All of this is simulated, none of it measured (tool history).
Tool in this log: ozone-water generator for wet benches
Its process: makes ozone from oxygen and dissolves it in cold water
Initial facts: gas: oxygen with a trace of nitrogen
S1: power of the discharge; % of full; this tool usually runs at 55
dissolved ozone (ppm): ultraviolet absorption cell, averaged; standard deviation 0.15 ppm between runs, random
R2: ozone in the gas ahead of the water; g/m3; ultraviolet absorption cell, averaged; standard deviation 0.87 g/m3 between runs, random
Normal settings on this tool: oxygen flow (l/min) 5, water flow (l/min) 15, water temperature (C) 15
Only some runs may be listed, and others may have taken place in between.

Run 1, hour 0: usual settings. Result: dissolved ozone (ppm) 16, R2 131.5 g/m3.
Run 2, hour 107.3: usual settings. Result: dissolved ozone (ppm) 16, R2 131.9 g/m3.
Run 3, hour 249.4: usual settings. Result: dissolved ozone (ppm) 15.8, R2 131.7 g/m3.
Run 4, hour 458.9: usual settings but water temperature (C) 12. Result: dissolved ozone (ppm) 16.5, R2 130.2 g/m3.
Run 5, hour 625.6: usual settings but water temperature (C) 12. Result: dissolved ozone (ppm) 16.5, R2 130.3 g/m3.
Run 6, hour 781.7: usual settings but oxygen flow (l/min) 2.52. Result: dissolved ozone (ppm) 13.6, R2 167.1 g/m3.
Run 7, hour 926.9: usual settings but water flow (l/min) 23. Result: dissolved ozone (ppm) 11.2, R2 130.1 g/m3.
Run 8, hour 1064.7: usual settings but water flow (l/min) 23. Result: dissolved ozone (ppm) 11.2, R2 131.3 g/m3.
Run 9, hour 1171.1: usual settings but water flow (l/min) 23. Result: dissolved ozone (ppm) 11.1, R2 131.4 g/m3.
Run 10, hour 1309.3: usual settings but water flow (l/min) 23. Result: dissolved ozone (ppm) 11.1, R2 128.2 g/m3.
Run 11, hour 1521: usual settings but water flow (l/min) 23. Result: dissolved ozone (ppm) 11, R2 129.3 g/m3.
Run 12, hour 1623.6: usual settings but oxygen flow (l/min) 8.78, water flow (l/min) 23. Result: dissolved ozone (ppm) 12.3, R2 107 g/m3.
Run 13, hour 1737.3: usual settings. Result: dissolved ozone (ppm) 15.5, R2 127.3 g/m3.
Run 14, hour 1843.6: usual settings but oxygen flow (l/min) 3.37. Result: dissolved ozone (ppm) 14.5, R2 149.1 g/m3.
Run 15, hour 1958.4: usual settings but oxygen flow (l/min) 3.37. Result: dissolved ozone (ppm) 14.4, R2 149 g/m3.
Run 16, hour 2142.3: usual settings but oxygen flow (l/min) 5.77. Result: dissolved ozone (ppm) 15.7, R2 122 g/m3.
Run 17, hour 2344.5: usual settings but S1 51 % of full, water flow (l/min) 20, water temperature (C) 20. Result: dissolved ozone (ppm) 10.9, R2 122 g/m3.
Run 18, hour 2495.4: usual settings but S1 51 % of full, water flow (l/min) 20, water temperature (C) 20. Result: dissolved ozone (ppm) 10.8, R2 122.7 g/m3.
Run 19, hour 2671.1: usual settings but S1 51 % of full, water flow (l/min) 11, water temperature (C) 9. Result: dissolved ozone (ppm) 20, R2 122.3 g/m3.
Run 20, hour 2849.3: usual settings but S1 51 % of full, water flow (l/min) 11, water temperature (C) 8. Result: dissolved ozone (ppm) 20.4, R2 122.6 g/m3.
Run 21, hour 2965.3: usual settings but S1 51 % of full, water flow (l/min) 11, water temperature (C) 8. Result: dissolved ozone (ppm) 20.2, R2 120.8 g/m3.
Run 22, hour 3060.4: usual settings but S1 51 % of full, water flow (l/min) 11, water temperature (C) 8. Result: dissolved ozone (ppm) 20.4, R2 121.8 g/m3.
Run 23, hour 3196.3: usual settings but oxygen flow (l/min) 6.01, water temperature (C) 8. Result: dissolved ozone (ppm) 17.5, R2 120.3 g/m3.
At hour 3328.6: water thermometer calibrated.
Run 24, hour 3360.4: usual settings but S1 53 % of full, oxygen flow (l/min) 7.06. Result: dissolved ozone (ppm) 15.4, R2 109 g/m3.
Run 25, hour 3460.1: usual settings but S1 53 % of full, oxygen flow (l/min) 7.06. Result: dissolved ozone (ppm) 15.5, R2 109.3 g/m3.
Run 26, hour 3597: usual settings but S1 53 % of full, oxygen flow (l/min) 7.06. Result: dissolved ozone (ppm) 15.1, R2 111.1 g/m3.
Run 27, hour 3762.6: usual settings but S1 53 % of full, oxygen flow (l/min) 7.06. Result: dissolved ozone (ppm) 15.1, R2 110.3 g/m3.
Run 28, hour 3878.9: usual settings but S1 83 % of full, oxygen flow (l/min) 6.8, water flow (l/min) 11, water temperature (C) 9. Result: dissolved ozone (ppm) 27.5, R2 146.6 g/m3.
Run 29, hour 3969.8: usual settings but S1 46 % of full, water temperature (C) 21. Result: dissolved ozone (ppm) 12.2, R2 112.1 g/m3.
Run 30, hour 4094.5: usual settings but S1 61 % of full, water flow (l/min) 13, water temperature (C) 21. Result: dissolved ozone (ppm) 15.9, R2 134.6 g/m3.
Run 31, hour 4245.7: usual settings but S1 49 % of full, water flow (l/min) 14, water temperature (C) 11. Result: dissolved ozone (ppm) 15.5, R2 118.2 g/m3.
Run 32, hour 4377.2: usual settings but S1 49 % of full, water flow (l/min) 14, water temperature (C) 11. Result: dissolved ozone (ppm) 15.7, R2 118.3 g/m3.

Table of differences, measured result less the result of that run with no hidden state. Run-to-run variation is the same in both. Gauge scatter possibly is not:
Hidden conditions of the tool in this case: yield of the discharge, % of new electrodes'; contactor's efficiency, % of a clean one's; true water temperature over the reading, C; drift of the gauge itself on ozone_ppm, %; drift of the gauge itself on gas_g_m3, %.
run  dissolved ozone (ppm)     R2
  1                   -1.6    -11
  2                   -1.6  -11.2
  3                   -1.6  -11.5
  4                   -1.7  -11.7
  5                   -1.8  -11.8
  6                   -1.5  -15.5
  7                   -1.3  -12.2
  8                   -1.4  -12.5
  9                   -1.3  -12.8
 10                   -1.4  -12.8
 11                   -1.4  -13.1
 12                   -1.6    -11
 13                   -2.1  -13.3
 14                   -1.9  -15.6
 15                   -1.9  -15.8
 16                   -2.2  -13.1
 17                   -1.5  -12.6
 18                   -1.5  -12.8
 19                   -2.8  -13.1
 20                   -2.9  -13.3
 21                   -2.9  -13.4
 22                     -3  -13.5
 23                   -2.9  -14.5
 24                   -2.4  -12.9
 25                   -2.4  -13.1
 26                   -2.5  -13.3
 27                   -2.6  -13.6
 28                   -5.9  -25.6
 29                   -1.9  -12.4
 30                     -3  -19.2
 31                   -2.6  -14.2
 32                   -2.6  -14.3

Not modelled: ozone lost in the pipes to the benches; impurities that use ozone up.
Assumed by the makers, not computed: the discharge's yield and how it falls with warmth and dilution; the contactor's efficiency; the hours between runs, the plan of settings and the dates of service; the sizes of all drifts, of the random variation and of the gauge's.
